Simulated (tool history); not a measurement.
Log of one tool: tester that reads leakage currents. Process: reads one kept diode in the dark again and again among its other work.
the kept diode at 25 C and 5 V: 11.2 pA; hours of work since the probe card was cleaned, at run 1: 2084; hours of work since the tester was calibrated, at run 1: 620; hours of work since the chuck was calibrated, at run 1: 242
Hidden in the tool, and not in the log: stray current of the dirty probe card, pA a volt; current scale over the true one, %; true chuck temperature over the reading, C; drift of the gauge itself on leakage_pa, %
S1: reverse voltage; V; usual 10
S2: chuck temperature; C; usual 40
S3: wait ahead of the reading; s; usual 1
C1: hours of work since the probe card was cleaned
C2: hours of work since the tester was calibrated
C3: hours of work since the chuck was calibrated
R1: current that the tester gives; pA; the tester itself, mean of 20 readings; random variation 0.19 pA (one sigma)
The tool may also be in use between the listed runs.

{"run": 1, "hour": 0.0, "S1": 10, "S2": 40, "S3": 1, "C1": 2084, "C2": 620, "C3": 242, "R1": 77.29}
{"run": 2, "hour": 84.0, "S1": 10, "S2": 40, "S3": 1, "C1": 2133, "C2": 670, "C3": 292, "R1": 77.65}
{"run": 3, "hour": 203.7, "S1": 10, "S2": 40, "S3": 1, "C1": 2204, "C2": 741, "C3": 363, "R1": 78.97}
{"run": 4, "hour": 262.7, "S1": 10, "S2": 40, "S3": 1, "C1": 2239, "C2": 776, "C3": 398, "R1": 79.35}
{"run": 5, "hour": 331.8, "S1": 10, "S2": 40, "S3": 1, "C1": 2280, "C2": 817, "C3": 439, "R1": 80.65}
{"run": 6, "hour": 405.6, "S1": 10, "S2": 21, "S3": 1, "C1": 2323, "C2": 860, "C3": 482, "R1": 29.84}
{"run": 7, "hour": 519.0, "S1": 5.1, "S2": 40, "S3": 1, "C1": 2390, "C2": 927, "C3": 549, "R1": 52.08}
{"run": 8, "hour": 623.4, "S1": 10, "S2": 40, "S3": 1, "C1": 2452, "C2": 989, "C3": 611, "R1": 83.12}
{"hour": 716.3, "done": "chuck's temperature calibrated"}
{"run": 9, "hour": 736.4, "S1": 10, "S2": 40, "S3": 1, "C1": 2518, "C2": 1055, "C3": 12, "R1": 77.73}
{"run": 10, "hour": 791.2, "S1": 10, "S2": 40, "S3": 1, "C1": 2550, "C2": 1087, "C3": 44, "R1": 78.39}
{"run": 11, "hour": 896.8, "S1": 10, "S2": 34, "S3": 1, "C1": 2613, "C2": 1150, "C3": 107, "R1": 55.71}
{"run": 12, "hour": 986.0, "S1": 10, "S2": 40, "S3": 5.23, "C1": 2665, "C2": 1202, "C3": 159, "R1": 79.12}
{"run": 13, "hour": 1105.7, "S1": 12, "S2": 40, "S3": 1, "C1": 2736, "C2": 1273, "C3": 230, "R1": 92.76}
{"run": 14, "hour": 1204.9, "S1": 19.9, "S2": 40, "S3": 1, "C1": 2795, "C2": 1332, "C3": 289, "R1": 134.25}
{"run": 15, "hour": 1316.8, "S1": 10, "S2": 40, "S3": 1, "C1": 2861, "C2": 1398, "C3": 355, "R1": 83.53}
{"hour": 1361.4, "done": "probe card cleaned and baked"}
{"run": 16, "hour": 1390.5, "S1": 10, "S2": 40, "S3": 1, "C1": 17, "C2": 1440, "C3": 397, "R1": 89.94}
{"run": 17, "hour": 1443.4, "S1": 4.1, "S2": 40, "S3": 1, "C1": 48, "C2": 1471, "C3": 428, "R1": 48.51}
{"run": 18, "hour": 1539.2, "S1": 4.1, "S2": 40, "S3": 1, "C1": 105, "C2": 1528, "C3": 485, "R1": 48.86}
{"hour": 1613.6, "done": "probe card cleaned and baked, once more"}
{"run": 19, "hour": 1655.0, "S1": 10, "S2": 40, "S3": 0.32, "C1": 24, "C2": 1594, "C3": 552, "R1": 71.25}
{"run": 20, "hour": 1758.8, "S1": 10, "S2": 40, "S3": 0.32, "C1": 86, "C2": 1656, "C3": 613, "R1": 72.81}

The next listed run, before its measurement:
{"run": 21, "hour": 1811.3, "S1": 10, "S2": 40, "S3": 0.32, "C1": 117, "C2": 1687, "C3": 644, "R1": "?"}

Run 21 gave R1 73.19 pA.
Without the tool's hidden state the same run would have given R1 65.93 pA.

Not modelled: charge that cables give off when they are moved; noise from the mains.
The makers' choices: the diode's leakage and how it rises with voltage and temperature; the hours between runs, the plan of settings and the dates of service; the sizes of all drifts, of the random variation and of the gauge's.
